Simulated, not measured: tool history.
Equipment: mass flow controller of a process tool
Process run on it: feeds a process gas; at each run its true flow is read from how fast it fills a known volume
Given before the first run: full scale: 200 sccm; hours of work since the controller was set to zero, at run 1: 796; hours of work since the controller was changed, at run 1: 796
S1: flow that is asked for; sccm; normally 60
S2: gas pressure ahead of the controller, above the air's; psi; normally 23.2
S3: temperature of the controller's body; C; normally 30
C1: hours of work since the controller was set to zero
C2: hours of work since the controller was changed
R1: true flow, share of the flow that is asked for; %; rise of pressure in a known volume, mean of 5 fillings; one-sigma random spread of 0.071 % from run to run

run   hour   S1    S2  S3   C1    C2     R1
  1      0   60  23.2  30  796   796  99.31
  2  107.2   60  23.2  30  877   877  99.13
  3  213.1   60  23.2  24  956   956  98.64
  4  269.3   60  23.2  30  998   998  99.11
     275.9  -- controller's zero set anew
  5  332.7   60  23.2  30   43  1045   98.8
  6  435.7   60  23.2  30  120  1122  98.75
  7  489.8  122    30  34  160  1163  99.63
  8  544.3  131  22.8  23  201  1204  98.92
  9  640.5   86  29.4  23  273  1276  98.41
 10  695.3   60  20.5  23  314  1317  98.06
 11  787.5   66  31.2  22  383  1386  97.78
 12  854.8   25  25.4  22  434  1436   95.9

Below are 5 alternative next runs, each starting from the tool's condition after run 12. Predict each:
     935.2  -- controller's zero set anew, once more
  A  954.5  25  29.4  22  14  1510   ?
     935.2  -- controller's zero set anew, once more
  B  954.5  60  32.8  30  14  1510   ?
     935.2  -- controller's zero set anew, once more
  C  954.5  69  25.4  22  14  1510   ?
     935.2  -- controller's zero set anew, once more
  D  954.5  37  23.2  30  14  1510   ?
     935.2  -- controller's zero set anew, once more
  E  954.5  29  25.4  22  14  1510   ?

run     R1
  A  98.77
  B  99.43
  C   99.2
  D  99.48
  E  98.89
What these runs would have given with no unlogged condition in the tool:
run     R1
  A  99.36
  B  99.91
  C  99.67
  D    100
  E  99.45
